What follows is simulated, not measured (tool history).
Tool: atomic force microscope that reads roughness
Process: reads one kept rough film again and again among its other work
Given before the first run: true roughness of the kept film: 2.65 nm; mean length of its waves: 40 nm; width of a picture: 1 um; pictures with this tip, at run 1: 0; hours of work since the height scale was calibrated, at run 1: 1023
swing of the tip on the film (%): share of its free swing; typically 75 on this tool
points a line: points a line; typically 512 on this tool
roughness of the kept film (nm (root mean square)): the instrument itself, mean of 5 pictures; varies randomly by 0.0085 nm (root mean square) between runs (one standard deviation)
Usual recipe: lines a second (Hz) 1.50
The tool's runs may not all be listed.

run	hour	lines a second (Hz)	swing of the tip on the film (%)	points a line	pictures with this tip	hours of work since the height scale was calibrated	roughness of the kept film (nm (root mean square))
1	0.0	1.50	75	512	0	1023	2.287
2	27.2	1.50	75	512	32	1039	2.306
3	85.0	1.50	75	512	101	1074	2.286
4	137.1	1.50	75	512	164	1106	2.298
5	168.8	1.50	75	512	202	1125	2.297
6	193.7	1.55	75	512	231	1140	2.298
# hour 198.9: new tip fitted
7	232.5	3.54	75	512	40	1163	2.022
8	272.8	3.54	75	512	88	1187	2.021
9	307.9	1.83	75	512	130	1208	2.254
10	336.0	1.83	75	512	164	1225	2.247
11	395.3	1.83	75	512	235	1261	2.244
# hour 400.1: new tip fitted
12	424.7	1.50	82	512	30	1278	2.201
13	479.6	1.50	75	512	95	1311	2.320
14	510.5	3.34	75	512	132	1330	2.041
15	563.2	1.50	75	321	195	1362	2.288
# hour 600.5: new tip fitted
16	615.2	1.50	75	321	18	1393	2.278
17	645.1	1.50	75	321	54	1411	2.290
18	697.9	1.50	75	321	117	1442	2.293
19	747.9	1.50	75	321	177	1472	2.294
20	783.2	1.50	65	321	219	1494	2.383
# hour 798.2: new tip fitted
21	811.1	1.50	65	321	16	1510	2.397
22	868.4	1.50	70	512	84	1545	2.345
23	921.8	1.50	70	512	148	1577	2.351
24	970.2	3.62	85	512	206	1606	1.768
# hour 998.2: new tip fitted
25	1013.1	1.50	75	793	18	1631	2.301
26	1052.4	2.47	56	512	65	1655	2.429
27	1105.4	0.82	66	512	129	1687	2.476
28	1161.0	0.82	66	512	195	1721	2.455
# hour 1196.8: new tip fitted
29	1209.1	0.82	66	512	15	1749	2.489
30	1245.4	0.82	66	512	58	1771	2.457
31	1304.5	1.50	75	276	129	1807	2.283
32	1345.6	2.94	82	363	178	1831	1.953
33	1378.1	1.30	75	340	217	1851	2.300
# hour 1396.9: new tip fitted
34	1421.5	1.30	75	340	30	1877	2.334
35	1480.8	1.50	75	632	101	1912	2.318
36	1523.0	1.50	75	632	151	1938	2.299
37	1577.7	1.50	75	632	217	1971	2.299
# hour 1595.8: new tip fitted
38	1632.4	0.59	75	314	43	2003	2.443
# hour 1654.8: height scale calibrated on a step standard
39	1659.3	1.52	61	930	74	3	2.428

Predict each of these 3 candidate next runs independently; none follows another, all start after run 39:
A	1710.0	0.80	84	618	135	33	?
B	1710.0	0.81	67	501	135	33	?
C	1710.0	0.60	61	930	135	33	?

run	roughness of the kept film (nm (root mean square))
A	2.344
B	2.456
C	2.516
The same runs, with their run-to-run variation unchanged, on a tool lacking any hidden condition would have given:
run	roughness of the kept film (nm (root mean square))
A	2.346
B	2.458
C	2.518
